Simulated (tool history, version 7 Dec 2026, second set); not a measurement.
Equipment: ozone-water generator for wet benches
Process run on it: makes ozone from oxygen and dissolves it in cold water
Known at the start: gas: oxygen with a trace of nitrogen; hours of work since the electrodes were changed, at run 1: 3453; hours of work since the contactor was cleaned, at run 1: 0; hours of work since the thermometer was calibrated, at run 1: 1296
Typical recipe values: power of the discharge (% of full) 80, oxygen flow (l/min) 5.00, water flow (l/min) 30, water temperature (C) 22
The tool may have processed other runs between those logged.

run,day,power of the discharge (% of full),oxygen flow (l/min),water flow (l/min),water temperature (C),hours of work since the electrodes were changed,hours of work since the contactor was cleaned,hours of work since the thermometer was calibrated,dissolved ozone (ppm),ozone in the gas ahead of the water (g/m3)
1,0.000,80,5.00,30,22,3453,0,1296,22.7,272.9
2,6.812,80,5.00,30,22,3593,140,1436,22.4,273.8
3,12.717,80,5.00,30,22,3715,262,1557,22.0,272.5
4,20.546,76,5.00,30,22,3876,423,1718,21.6,261.0
5,27.754,76,5.00,30,22,4024,571,1866,21.4,261.7
6,37.054,76,5.00,30,22,4215,762,2058,21.4,260.7
7,44.071,80,5.00,30,22,4359,907,2202,21.5,262.1
8,48.521,80,5.00,30,22,4451,998,2294,21.5,265.9
# day 49.175: water thermometer calibrated
9,58.162,80,5.00,30,22,4649,1196,185,21.4,263.9
10,64.762,42,5.00,30,18,4785,1332,321,15.1,178.0
11,70.492,80,3.73,30,22,4902,1450,438,19.3,287.3
12,74.888,54,5.82,31,17,4993,1540,529,18.1,198.0
13,84.233,80,5.00,46,30,5185,1732,721,13.6,258.5
14,93.488,80,5.00,46,30,5375,1923,911,13.3,257.7
15,100.221,80,5.00,46,30,5514,2061,1050,13.2,254.2
# day 107.279: water thermometer calibrated, once more
16,109.171,80,5.00,40,14,5698,2245,39,17.4,255.5

3 options for the next run, each taken on its own from the tool as it stands now. Forecast them:
A,113.917,80,7.03,40,14,5795,2342,137,?,?
B,113.917,73,4.26,40,14,5795,2342,137,?,?
C,113.917,80,5.00,28,14,5795,2342,137,?,?

run,dissolved ozone (ppm),ozone in the gas ahead of the water (g/m3)
A,19.7,225.7
B,15.6,253.4
C,23.5,254.8
What these runs would have given with no unlogged condition in the tool:
run,dissolved ozone (ppm),ozone in the gas ahead of the water (g/m3)
A,24.4,272.4
B,19.1,302.8
C,29.0,307.5

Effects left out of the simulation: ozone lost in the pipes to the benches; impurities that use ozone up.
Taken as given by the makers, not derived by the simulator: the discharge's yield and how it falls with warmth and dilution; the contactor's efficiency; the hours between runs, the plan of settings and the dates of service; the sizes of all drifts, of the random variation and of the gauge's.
